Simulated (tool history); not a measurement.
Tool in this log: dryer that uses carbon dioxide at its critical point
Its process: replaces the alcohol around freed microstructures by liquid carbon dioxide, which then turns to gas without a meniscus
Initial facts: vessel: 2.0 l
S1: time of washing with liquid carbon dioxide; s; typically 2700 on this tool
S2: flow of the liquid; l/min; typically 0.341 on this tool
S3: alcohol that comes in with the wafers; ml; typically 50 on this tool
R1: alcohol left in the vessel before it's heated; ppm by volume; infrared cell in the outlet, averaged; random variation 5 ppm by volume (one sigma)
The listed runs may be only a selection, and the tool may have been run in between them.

run,hour,S1,S2,S3,R1
1,0,2700,0.341,50,21
2,17.8,2700,0.341,50,33
3,59.5,2700,0.341,29,18
4,86.4,2700,0.341,29,25
5,115.1,2700,0.341,29,22
6,134.5,2700,0.341,50,19
7,152.7,2700,0.341,50,28
8,194.3,2700,0.341,50,31
9,213.2,2700,0.341,50,38
10,234.6,2700,0.341,50,47
11,256.5,2700,0.341,114,66
12,277.6,2700,0.341,114,68
13,308.9,2700,0.341,114,74
14,350.4,2040,0.341,50,132
15,369.6,2040,0.341,50,136
16,393.4,2040,0.341,50,131
17,428,2040,0.341,50,143
18,452.1,2700,0.275,106,195
19,477.5,3660,0.234,51,52
20,518.6,2700,0.482,27,24

For run 21, what comes out?
21,556.5,3660,0.419,25,?

{"run 21": {"R1": 26}}
Were there no unlogged condition in the tool, this run, its random variation unchanged, would have produced R1 0 ppm by volume.
